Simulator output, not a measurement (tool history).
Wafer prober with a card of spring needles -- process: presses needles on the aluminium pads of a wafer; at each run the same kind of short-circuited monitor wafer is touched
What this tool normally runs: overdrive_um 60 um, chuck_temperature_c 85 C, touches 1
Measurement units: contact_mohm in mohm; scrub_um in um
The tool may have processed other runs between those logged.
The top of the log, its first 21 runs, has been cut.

| run | day | overdrive_um | chuck_temperature_c | touches | contact_mohm | scrub_um |
|---|---|---|---|---|---|---|
|  | 11.254 | tips cleaned on abrasive film |
| 22 | 11.529 | 41 | 60 | 2 | 174 | 6.85 |
|  | 11.746 | tips cleaned on abrasive film |
| 23 | 11.904 | 54 | 109 | 1 | 177 | 9.05 |
|  | 12.208 | tips cleaned on abrasive film |
| 24 | 12.308 | 55 | 71 | 1 | 168 | 9.19 |
|  | 12.696 | tips cleaned on abrasive film |
| 25 | 12.738 | 55 | 71 | 1 | 170 | 9.22 |
|  | 13.188 | tips cleaned on abrasive film |
| 26 | 13.246 | 60 | 27 | 1 | 162 | 10.03 |
| 27 | 13.6 | 40 | 71 | 3 | 174 | 6.67 |
|  | 13.646 | tips cleaned on abrasive film |
| 28 | 13.938 | 40 | 71 | 3 | 175 | 6.7 |
|  | 14.133 | tips cleaned on abrasive film |
|  | 14.6 | height of the first contact set anew |
| 29 | 14.6 | 40 | 71 | 3 | 175 | 6.68 |
|  | 14.667 | tips cleaned on abrasive film |
|  | 15.138 | tips cleaned on abrasive film |
| 30 | 15.304 | 42 | 45 | 1 | 168 | 7.02 |
|  | 15.625 | tips cleaned on abrasive film |
| 31 | 15.933 | 42 | 45 | 1 | 166 | 7.02 |

Below are 4 alternative next runs, each starting from the tool's condition after run 31. Predict each:
|  | 16.117 | tips cleaned on abrasive film |
|  | 16.583 | tips cleaned on abrasive film |
| A | 16.621 | 60 | 85 | 3 | ? | ? |
|  | 16.117 | tips cleaned on abrasive film |
|  | 16.583 | tips cleaned on abrasive film |
| B | 16.621 | 54 | 85 | 1 | ? | ? |
|  | 16.117 | tips cleaned on abrasive film |
|  | 16.583 | tips cleaned on abrasive film |
| C | 16.621 | 60 | 85 | 2 | ? | ? |
|  | 16.117 | tips cleaned on abrasive film |
|  | 16.583 | tips cleaned on abrasive film |
| D | 16.621 | 58 | 35 | 3 | ? | ? |

| run | contact_mohm | scrub_um |
|---|---|---|
| A | 172 | 10.01 |
| B | 175 | 9 |
| C | 170 | 9.99 |
| D | 164 | 9.7 |
Stripped of hidden state, with their random variation kept, the same runs would have yielded:
| run | contact_mohm | scrub_um |
|---|---|---|
| A | 172 | 10.11 |
| B | 175 | 9.09 |
| C | 170 | 10.09 |
| D | 164 | 9.8 |

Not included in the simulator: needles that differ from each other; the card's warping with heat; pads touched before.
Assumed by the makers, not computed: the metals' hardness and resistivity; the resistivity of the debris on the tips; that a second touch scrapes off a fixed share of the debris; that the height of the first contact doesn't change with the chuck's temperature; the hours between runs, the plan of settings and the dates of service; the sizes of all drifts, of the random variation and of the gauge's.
